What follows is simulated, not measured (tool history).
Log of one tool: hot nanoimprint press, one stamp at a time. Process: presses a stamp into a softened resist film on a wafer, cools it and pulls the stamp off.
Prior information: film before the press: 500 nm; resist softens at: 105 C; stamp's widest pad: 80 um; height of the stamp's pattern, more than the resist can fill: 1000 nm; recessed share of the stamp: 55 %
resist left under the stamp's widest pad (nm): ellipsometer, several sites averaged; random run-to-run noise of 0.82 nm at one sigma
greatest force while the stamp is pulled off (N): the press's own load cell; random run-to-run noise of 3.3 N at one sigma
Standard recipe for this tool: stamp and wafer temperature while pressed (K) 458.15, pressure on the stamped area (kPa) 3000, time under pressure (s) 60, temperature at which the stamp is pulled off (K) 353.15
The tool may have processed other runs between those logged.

| run | day | stamp and wafer temperature while pressed (K) | pressure on the stamped area (kPa) | time under pressure (s) | temperature at which the stamp is pulled off (K) | resist left under the stamp's widest pad (nm) | greatest force while the stamp is pulled off (N) |
|---|---|---|---|---|---|---|---|
| 1 | 0 | 458.15 | 3000 | 60 | 353.15 | 293.4 | 222 |
| 2 | 0.779 | 458.15 | 3000 | 60 | 353.15 | 293.2 | 224 |
| 3 | 1.371 | 458.15 | 3000 | 60 | 353.15 | 293 | 220 |
| 4 | 2.404 | 458.15 | 3000 | 60 | 353.15 | 291.5 | 231 |
| 5 | 3.192 | 458.15 | 3000 | 60 | 353.15 | 292.9 | 231 |
|  | 4.233 | press's hydraulic seals changed and the load cell set to zero |
| 6 | 4.421 | 458.15 | 2210 | 60 | 353.15 | 324.6 | 230 |
| 7 | 5.346 | 458.15 | 2210 | 60 | 353.15 | 323 | 252 |
| 8 | 6.475 | 458.15 | 3000 | 73 | 353.15 | 267.2 | 236 |
| 9 | 7.008 | 458.15 | 3000 | 73 | 353.15 | 268.5 | 241 |
| 10 | 7.912 | 458.15 | 3000 | 73 | 353.15 | 266.5 | 251 |
| 11 | 8.879 | 458.15 | 3000 | 73 | 353.15 | 266.8 | 248 |
| 12 | 9.788 | 458.15 | 2610 | 73 | 353.15 | 284.2 | 249 |
| 13 | 10.538 | 458.15 | 2300 | 60 | 353.15 | 315 | 257 |
| 14 | 11.146 | 458.15 | 2300 | 60 | 353.15 | 313.9 | 258 |
|  | 11.992 | stamp cleaned and given a new release coat |
| 15 | 12.1 | 467.15 | 3000 | 60 | 353.15 | 208.2 | 156 |
| 16 | 13 | 467.15 | 3000 | 63 | 352.15 | 205.2 | 163 |
| 17 | 13.708 | 446.15 | 3310 | 60 | 360.15 | 381.6 | 124 |
| 18 | 14.967 | 468.15 | 3400 | 92 | 353.15 | 159.3 | 167 |
| 19 | 15.933 | 468.15 | 3400 | 44 | 356.15 | 209.5 | 152 |
|  | 16.146 | plate thermocouple calibrated |
| 20 | 17.212 | 468.15 | 3400 | 44 | 356.15 | 220.6 | 165 |
| 21 | 18.046 | 458.15 | 3000 | 68 | 353.15 | 280.4 | 177 |
| 22 | 19.229 | 452.15 | 3000 | 35 | 353.15 | 388.8 | 185 |
| 23 | 20.442 | 452.15 | 3000 | 35 | 353.15 | 388 | 196 |
| 24 | 21.762 | 457.15 | 3810 | 35 | 353.15 | 313 | 196 |
| 25 | 22.525 | 457.15 | 3810 | 35 | 353.15 | 314.1 | 199 |
| 26 | 23.533 | 453.15 | 3740 | 56 | 353.15 | 311.5 | 205 |
| 27 | 24.446 | 460.15 | 3000 | 60 | 341.15 | 269.3 | 282 |
| 28 | 25.45 | 455.15 | 2140 | 60 | 343.15 | 353.2 | 273 |
| 29 | 26.358 | 458.15 | 3610 | 76 | 353.15 | 241.5 | 206 |
| 30 | 27.058 | 455.15 | 3610 | 35 | 352.15 | 337.5 | 213 |

Run by run, hidden condition taken away, random variation retained:
Hidden conditions of the tool in this case: true temperature over the reading, C; pressure that arrives at the usual setting, %; grip of the stamp's worn release coat, % over a new coat's; drift of the gauge itself on residual_nm, %; drift of the gauge itself on pull_off_n, %.
| run | resist left under the stamp's widest pad (nm) | greatest force while the stamp is pulled off (N) |
|---|---|---|
| 1 | 290.6 | 160 |
| 2 | 290.9 | 160 |
| 3 | 291 | 155 |
| 4 | 290.2 | 161 |
| 5 | 292.1 | 158 |
| 6 | 330 | 155 |
| 7 | 328.9 | 168 |
| 8 | 273.9 | 155 |
| 9 | 275.6 | 157 |
| 10 | 274.1 | 161 |
| 11 | 274.9 | 157 |
| 12 | 293 | 155 |
| 13 | 324.2 | 159 |
| 14 | 323.3 | 158 |
| 15 | 216 | 161 |
| 16 | 213.4 | 164 |
| 17 | 392.4 | 125 |
| 18 | 166.7 | 161 |
| 19 | 218.9 | 144 |
| 20 | 220.7 | 147 |
| 21 | 281.2 | 155 |
| 22 | 390.1 | 158 |
| 23 | 390 | 163 |
| 24 | 315.7 | 160 |
| 25 | 317.3 | 160 |
| 26 | 315.6 | 162 |
| 27 | 273.7 | 218 |
| 28 | 358.5 | 208 |
| 29 | 246.5 | 155 |
| 30 | 343.3 | 158 |

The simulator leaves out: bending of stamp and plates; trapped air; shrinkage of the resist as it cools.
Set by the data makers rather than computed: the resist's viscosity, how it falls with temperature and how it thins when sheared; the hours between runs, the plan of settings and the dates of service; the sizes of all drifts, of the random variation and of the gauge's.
